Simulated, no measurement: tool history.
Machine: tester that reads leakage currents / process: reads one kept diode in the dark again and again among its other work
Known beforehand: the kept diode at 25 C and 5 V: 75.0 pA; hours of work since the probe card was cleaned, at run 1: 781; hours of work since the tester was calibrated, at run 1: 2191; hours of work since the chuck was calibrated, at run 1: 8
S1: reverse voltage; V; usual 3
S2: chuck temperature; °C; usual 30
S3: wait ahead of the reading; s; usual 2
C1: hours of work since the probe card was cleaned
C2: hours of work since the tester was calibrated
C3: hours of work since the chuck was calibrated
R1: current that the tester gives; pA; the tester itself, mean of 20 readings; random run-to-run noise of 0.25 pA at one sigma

{"run": 1, "hour": 0.0, "S1": 3, "S2": 30, "S3": 2, "C1": 781, "C2": 2191, "C3": 8, "R1": 83.58}
{"run": 2, "hour": 62.3, "S1": 3, "S2": 30, "S3": 2, "C1": 829, "C2": 2239, "C3": 56, "R1": 81.81}
{"run": 3, "hour": 99.6, "S1": 3, "S2": 26, "S3": 2, "C1": 858, "C2": 2268, "C3": 85, "R1": 61.51}
{"run": 4, "hour": 161.8, "S1": 3, "S2": 26, "S3": 2, "C1": 906, "C2": 2316, "C3": 133, "R1": 60.38}
{"run": 5, "hour": 242.1, "S1": 3, "S2": 26, "S3": 2, "C1": 968, "C2": 2378, "C3": 195, "R1": 59.51}
{"run": 6, "hour": 323.1, "S1": 3, "S2": 30, "S3": 2, "C1": 1031, "C2": 2441, "C3": 258, "R1": 78.55}
{"run": 7, "hour": 366.1, "S1": 3, "S2": 30, "S3": 2, "C1": 1064, "C2": 2474, "C3": 291, "R1": 78.18}
{"run": 8, "hour": 405.3, "S1": 3, "S2": 30, "S3": 2, "C1": 1094, "C2": 2504, "C3": 321, "R1": 77.07}
{"run": 9, "hour": 454.9, "S1": 3, "S2": 30, "S3": 2, "C1": 1133, "C2": 2542, "C3": 359, "R1": 77.16}
{"run": 10, "hour": 521.5, "S1": 3, "S2": 30, "S3": 2, "C1": 1184, "C2": 2594, "C3": 411, "R1": 76.08}
{"run": 11, "hour": 578.9, "S1": 3, "S2": 30, "S3": 2, "C1": 1229, "C2": 2638, "C3": 455, "R1": 74.99}
{"run": 12, "hour": 653.9, "S1": 3, "S2": 30, "S3": 2, "C1": 1287, "C2": 2696, "C3": 513, "R1": 74.17}
{"hour": 737.2, "done": "chuck's temperature calibrated"}
{"run": 13, "hour": 737.2, "S1": 12.16, "S2": 30, "S3": 2, "C1": 1349, "C2": 2759, "C3": 0, "R1": 198}
{"run": 14, "hour": 789.4, "S1": 12.16, "S2": 30, "S3": 2.47, "C1": 1390, "C2": 2799, "C3": 40, "R1": 195.27}
{"run": 15, "hour": 851.5, "S1": 12.16, "S2": 30, "S3": 2.47, "C1": 1438, "C2": 2847, "C3": 88, "R1": 193.54}
{"run": 16, "hour": 890.2, "S1": 12.16, "S2": 30, "S3": 2.47, "C1": 1468, "C2": 2877, "C3": 118, "R1": 191.45}
{"run": 17, "hour": 963.2, "S1": 3, "S2": 30, "S3": 0.92, "C1": 1524, "C2": 2934, "C3": 175, "R1": 80.28}
{"run": 18, "hour": 1002.4, "S1": 3, "S2": 30, "S3": 3.6, "C1": 1554, "C2": 2964, "C3": 205, "R1": 79.76}
{"run": 19, "hour": 1077.8, "S1": 3, "S2": 30, "S3": 2, "C1": 1613, "C2": 3022, "C3": 263, "R1": 78.13}
{"run": 20, "hour": 1130.6, "S1": 3, "S2": 30, "S3": 2, "C1": 1653, "C2": 3063, "C3": 304, "R1": 77.74}
{"run": 21, "hour": 1188.2, "S1": 12.48, "S2": 24, "S3": 2, "C1": 1698, "C2": 3108, "C3": 349, "R1": 123.04}
{"run": 22, "hour": 1246.7, "S1": 7.19, "S2": 43, "S3": 1.76, "C1": 1743, "C2": 3153, "C3": 394, "R1": 318.63}
{"run": 23, "hour": 1317.5, "S1": 3.4, "S2": 27, "S3": 0.32, "C1": 1798, "C2": 3208, "C3": 448, "R1": 67.11}
{"hour": 1365.2, "done": "tester calibrated"}
{"run": 24, "hour": 1385.4, "S1": 13.05, "S2": 47, "S3": 2, "C1": 1849, "C2": 16, "C3": 499, "R1": 581.81}
{"run": 25, "hour": 1459.4, "S1": 5.39, "S2": 23, "S3": 3.47, "C1": 1906, "C2": 73, "C3": 557, "R1": 65}
{"hour": 1491.5, "done": "chuck's temperature calibrated"}
{"run": 26, "hour": 1535.6, "S1": 1.9, "S2": 30, "S3": 1.15, "C1": 1963, "C2": 130, "C3": 34, "R1": 66.04}
{"run": 27, "hour": 1612.8, "S1": 3, "S2": 28, "S3": 3.33, "C1": 2023, "C2": 190, "C3": 94, "R1": 74.34}
{"run": 28, "hour": 1664.5, "S1": 3, "S2": 58, "S3": 2, "C1": 2063, "C2": 230, "C3": 134, "R1": 538.21}
{"hour": 1691.8, "done": "tester calibrated, once more"}
{"run": 29, "hour": 1722.8, "S1": 7.31, "S2": 30, "S3": 0.58, "C1": 2106, "C2": 24, "C3": 177, "R1": 143.24}
{"run": 30, "hour": 1793.4, "S1": 2.75, "S2": 30, "S3": 2, "C1": 2161, "C2": 79, "C3": 232, "R1": 76.13}
{"run": 31, "hour": 1870.3, "S1": 3, "S2": 27, "S3": 0.79, "C1": 2220, "C2": 138, "C3": 291, "R1": 64.44}
{"run": 32, "hour": 1932.7, "S1": 3, "S2": 27, "S3": 0.79, "C1": 2269, "C2": 186, "C3": 339, "R1": 63.86}
{"hour": 2006.1, "done": "probe card cleaned and baked"}
{"run": 33, "hour": 2006.1, "S1": 3, "S2": 56, "S3": 0.79, "C1": 0, "C2": 241, "C3": 394, "R1": 431.07}
{"run": 34, "hour": 2063.0, "S1": 7.76, "S2": 25, "S3": 0.37, "C1": 44, "C2": 285, "C3": 438, "R1": 91.24}
{"run": 35, "hour": 2133.0, "S1": 7.76, "S2": 25, "S3": 0.31, "C1": 98, "C2": 339, "C3": 492, "R1": 90.61}
{"run": 36, "hour": 2174.9, "S1": 7.76, "S2": 22, "S3": 1.79, "C1": 130, "C2": 371, "C3": 524, "R1": 69.87}
{"hour": 2242.3, "done": "chuck's temperature calibrated"}
{"run": 37, "hour": 2255.2, "S1": 1.36, "S2": 41, "S3": 8.04, "C1": 191, "C2": 432, "C3": 10, "R1": 108.87}
{"run": 38, "hour": 2317.9, "S1": 2.66, "S2": 32, "S3": 0.87, "C1": 239, "C2": 480, "C3": 58, "R1": 85.9}
{"run": 39, "hour": 2371.1, "S1": 4.77, "S2": 42, "S3": 0.33, "C1": 281, "C2": 521, "C3": 100, "R1": 245.68}

Selected run-to-run steps in R1, each split into two signed amounts: the part the tool would show with no hidden state at all (from settings, incoming material and random variation), and the remainder, which goes to the hidden state together with any gauge scatter not common to the measured and the hidden-state-free results:
The tool's hidden condition here consists of: stray current of the dirty probe card, pA a volt; current scale over the true one, %; true chuck temperature over the reading, C; drift of the gauge itself on leakage_pa, %.
Run 23 -> 24: S1 3.4 -> 13.05, S2 27 -> 47, S3 0.32 -> 2, tester calibrated. R1 +514.7 pA: hidden state -41.22, all else +555.92.
Run 24 -> 25: S1 13.05 -> 5.39, S2 47 -> 23, S3 2 -> 3.47. R1 -516.81 pA: hidden state +42.11, all else -558.92.
Run 27 -> 28: S2 28 -> 58, S3 3.33 -> 2. R1 +463.87 pA: hidden state +9.77, all else +454.1.
Run 32 -> 33: S2 27 -> 56, probe card cleaned and baked. R1 +367.21 pA: hidden state -32.04, all else +399.25.
